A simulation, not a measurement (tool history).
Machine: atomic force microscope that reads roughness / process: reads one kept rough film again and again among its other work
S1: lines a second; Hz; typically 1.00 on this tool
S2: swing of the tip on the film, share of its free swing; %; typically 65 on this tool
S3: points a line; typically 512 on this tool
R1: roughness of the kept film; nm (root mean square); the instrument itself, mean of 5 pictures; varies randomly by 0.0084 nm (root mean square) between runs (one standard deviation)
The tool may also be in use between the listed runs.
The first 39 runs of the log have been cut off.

run	hour	S1	S2	S3	R1
40	2016.3	2.21	76	575	1.676
41	2075.9	0.78	60	512	1.747
# hour 2092.7: new tip fitted
42	2107.5	0.78	62	512	1.807
43	2163.3	2.16	62	535	1.730
# hour 2200.9: new tip fitted
44	2219.0	0.82	79	689	1.765
45	2260.2	0.82	79	689	1.732
46	2298.6	1.51	85	261	1.614
# hour 2308.9: new tip fitted
47	2342.2	1.03	80	261	1.719
48	2394.0	3.62	86	560	1.481
# hour 2421.9: new tip fitted
49	2449.8	3.62	86	560	1.507

Each row is a separate what-if for the run after 49, all from the same tool condition, not one after another. Results?
A	2511.9	3.62	86	668	?
B	2511.9	1.00	65	450	?
C	2511.9	3.62	86	340	?
D	2511.9	3.62	86	510	?

run	R1
A	1.462
B	1.725
C	1.470
D	1.477
With no hidden state in the tool, these same runs would have given:
run	R1
A	1.549
B	1.828
C	1.558
D	1.565

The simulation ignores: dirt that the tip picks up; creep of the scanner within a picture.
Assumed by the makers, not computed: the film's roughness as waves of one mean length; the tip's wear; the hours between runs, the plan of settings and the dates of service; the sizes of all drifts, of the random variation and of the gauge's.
